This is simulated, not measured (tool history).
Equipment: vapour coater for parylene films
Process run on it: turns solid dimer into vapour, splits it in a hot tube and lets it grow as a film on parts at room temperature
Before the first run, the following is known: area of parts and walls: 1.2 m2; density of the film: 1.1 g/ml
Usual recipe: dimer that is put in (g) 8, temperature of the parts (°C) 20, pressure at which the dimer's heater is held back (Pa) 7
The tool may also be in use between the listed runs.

run,hour,dimer that is put in (g),temperature of the parts (°C),pressure at which the dimer's heater is held back (Pa),thickness of the film (nm)
1,0,8,20,7,4090
2,15,8,20,9.78,4010
3,34.2,8,16,7,4540
4,53.5,8,16,7,4600
5,77.8,8,16,7,4530
6,94.3,8,16,7,4560
7,105,8,16,7,4550
8,129.7,8,16,7,4580
9,142,8,16,7,4520
10,156.8,4,16,7,2270
11,168.4,8,21,7,3990
12,185.8,4,20,7,2040
13,196.1,8,20,8.23,4040
14,213.2,8,20,8.23,4040
15,236.2,8,18,7,4300
16,250.8,8,20,7,4100
17,264.8,8,20,7,4090
18,289.1,8,20,7,4080
19,307.1,8,20,7,4100
20,323.6,8,20,7,4130
21,348.2,8,20,7,4090
22,370.5,8,20,7,4080
23,395.5,8,20,7,4090
24,413.9,8,20,7,4120
25,438.8,9,16,2.43,5530
# hour 457.9: trap's valve overhauled
26,460.5,8,14,2.01,5250
27,474.3,8,14,2.01,5240
28,489.8,9,22,8.18,4360
29,514.5,8,23,7,3770
30,536.7,5,27,7,2130
31,553.5,8,16,9.67,4480
32,575.5,8,17,9.34,4370
33,591,8,17,9.34,4340
34,604.5,3,31,8.02,1170
35,627.6,11,19,5.26,5900
36,643.4,7,20,7.38,3610
37,662.9,7,20,7.38,3550
38,687.5,7,20,7.38,3590
39,705.3,7,20,7.38,3580
40,722,14,24,2.48,6930
41,742.4,14,14,8.62,8390
42,754.9,11,23,7,5220
43,777.6,8,20,3.75,4310
44,801.1,8,20,3.75,4280
45,824.2,8,13,2.65,5320
46,838.9,13,20,8.29,6550
47,857.4,8,15,8.23,4640
48,879.6,8,15,7,4720

Predict each of these 4 candidate next runs independently; none follows another, all start after run 48:
A,890.1,5,20,2.47,?
B,890.1,8,20,6.49,?
C,890.1,7,20,4.14,?
D,890.1,5,20,7,?

run,thickness of the film (nm)
A,2740
B,4110
C,3710
D,2570
Had the tool no hidden state, the same runs would have come out as:
run,thickness of the film (nm)
A,2740
B,4120
C,3710
D,2570
